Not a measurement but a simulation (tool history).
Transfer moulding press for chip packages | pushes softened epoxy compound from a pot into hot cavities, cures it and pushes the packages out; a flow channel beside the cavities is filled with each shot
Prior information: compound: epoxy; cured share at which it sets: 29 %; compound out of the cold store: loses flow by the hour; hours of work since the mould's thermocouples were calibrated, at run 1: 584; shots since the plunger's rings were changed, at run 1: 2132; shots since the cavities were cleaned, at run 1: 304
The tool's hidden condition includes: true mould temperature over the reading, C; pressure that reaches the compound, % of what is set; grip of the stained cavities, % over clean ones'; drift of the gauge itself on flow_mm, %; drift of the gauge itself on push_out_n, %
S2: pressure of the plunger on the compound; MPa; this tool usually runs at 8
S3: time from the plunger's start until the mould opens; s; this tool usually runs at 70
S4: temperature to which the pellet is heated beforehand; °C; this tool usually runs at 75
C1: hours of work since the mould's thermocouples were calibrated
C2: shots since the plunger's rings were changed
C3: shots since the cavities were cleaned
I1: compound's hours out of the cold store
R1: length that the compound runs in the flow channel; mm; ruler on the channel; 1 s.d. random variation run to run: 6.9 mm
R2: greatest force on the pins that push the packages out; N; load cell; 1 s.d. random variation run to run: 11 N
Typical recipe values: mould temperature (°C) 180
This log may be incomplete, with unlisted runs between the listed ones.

run 1 hour=0 | mould_temperature_(°C)=180 S2=8 S3=70 S4=75 | C1=584 C2=2132 C3=304 | I1=9.4 | R1=778 R2=487
-- hour=46 cavities cleaned with cleaning compound and waxed
run 2 hour=71.2 | mould_temperature_(°C)=180 S2=8 S3=70 S4=75 | C1=635 C2=3339 C3=436 | I1=46.6 | R1=658 R2=444
-- hour=110.2 cavities cleaned with cleaning compound and waxed
run 3 hour=125.3 | mould_temperature_(°C)=180 S2=8 S3=70 S4=75 | C1=674 C2=4249 C3=262 | I1=27 | R1=715 R2=475
-- hour=174.3 cavities cleaned with cleaning compound and waxed
run 4 hour=174.3 | mould_temperature_(°C)=175 S2=8 S3=70 S4=75 | C1=710 C2=5071 C3=0 | I1=26.6 | R1=729 R2=689
-- hour=182.1 plunger's sealing rings changed
-- hour=206.3 mould's thermocouples calibrated
-- hour=247.4 cavities cleaned with cleaning compound and waxed
run 5 hour=267.7 | mould_temperature_(°C)=180 S2=8.32 S3=70 S4=75 | C1=44 C2=1422 C3=353 | I1=29.8 | R1=718 R2=484
-- hour=315.2 cavities cleaned with cleaning compound and waxed
run 6 hour=325.1 | mould_temperature_(°C)=180 S2=8.32 S3=70 S4=75 | C1=86 C2=2389 C3=172 | I1=37 | R1=702 R2=470
-- hour=378.4 cavities cleaned with cleaning compound and waxed
run 7 hour=414.8 | mould_temperature_(°C)=180 S2=8.32 S3=70 S4=75 | C1=151 C2=3916 C3=629 | I1=23.9 | R1=742 R2=467
-- hour=446.6 cavities cleaned with cleaning compound and waxed
-- hour=486.8 plunger's sealing rings changed
run 8 hour=490.3 | mould_temperature_(°C)=180 S2=7.01 S3=70 S4=75 | C1=204 C2=62 C3=715 | I1=13.9 | R1=703 R2=498
-- hour=514.2 cavities cleaned with cleaning compound and waxed
run 9 hour=560.8 | mould_temperature_(°C)=180 S2=7.01 S3=70 S4=75 | C1=256 C2=1256 C3=807 | I1=34.7 | R1=650 R2=458
-- hour=577.8 cavities cleaned with cleaning compound and waxed
run 10 hour=637.5 | mould_temperature_(°C)=180 S2=7.01 S3=70 S4=75 | C1=311 C2=2557 C3=1033 | I1=27.9 | R1=667 R2=477
-- hour=643.8 cavities cleaned with cleaning compound and waxed
run 11 hour=683.9 | mould_temperature_(°C)=180 S2=8 S3=70 S4=78 | C1=345 C2=3334 C3=694 | I1=31.4 | R1=697 R2=466
-- hour=709.9 cavities cleaned with cleaning compound and waxed
-- hour=773.4 cavities cleaned with cleaning compound and waxed
run 12 hour=773.4 | mould_temperature_(°C)=180 S2=8 S3=70 S4=78 | C1=409 C2=4832 C3=0 | I1=27.2 | R1=709 R2=455
-- hour=797.5 plunger's sealing rings changed
-- hour=838.9 cavities cleaned with cleaning compound and waxed
run 13 hour=869.4 | mould_temperature_(°C)=180 S2=8 S3=70 S4=78 | C1=477 C2=1218 C3=528 | I1=15.4 | R1=749 R2=484
-- hour=906.3 cavities cleaned with cleaning compound and waxed
run 14 hour=945 | mould_temperature_(°C)=186 S2=8.21 S3=75 S4=75 | C1=532 C2=2502 C3=670 | I1=12.3 | R1=770 R2=296

Predict the results of run 15:
-- hour=976.3 cavities cleaned with cleaning compound and waxed
run 15 hour=992.8 | mould_temperature_(°C)=180 S2=8 S3=54 S4=81 | C1=566 C2=3302 C3=285 | I1=45.1 | R1=? R2=?

{"run 15": {"R1": 655, "R2": 853}}
Without the tool's hidden state the same run would have given R1 656 mm, R2 851 N.

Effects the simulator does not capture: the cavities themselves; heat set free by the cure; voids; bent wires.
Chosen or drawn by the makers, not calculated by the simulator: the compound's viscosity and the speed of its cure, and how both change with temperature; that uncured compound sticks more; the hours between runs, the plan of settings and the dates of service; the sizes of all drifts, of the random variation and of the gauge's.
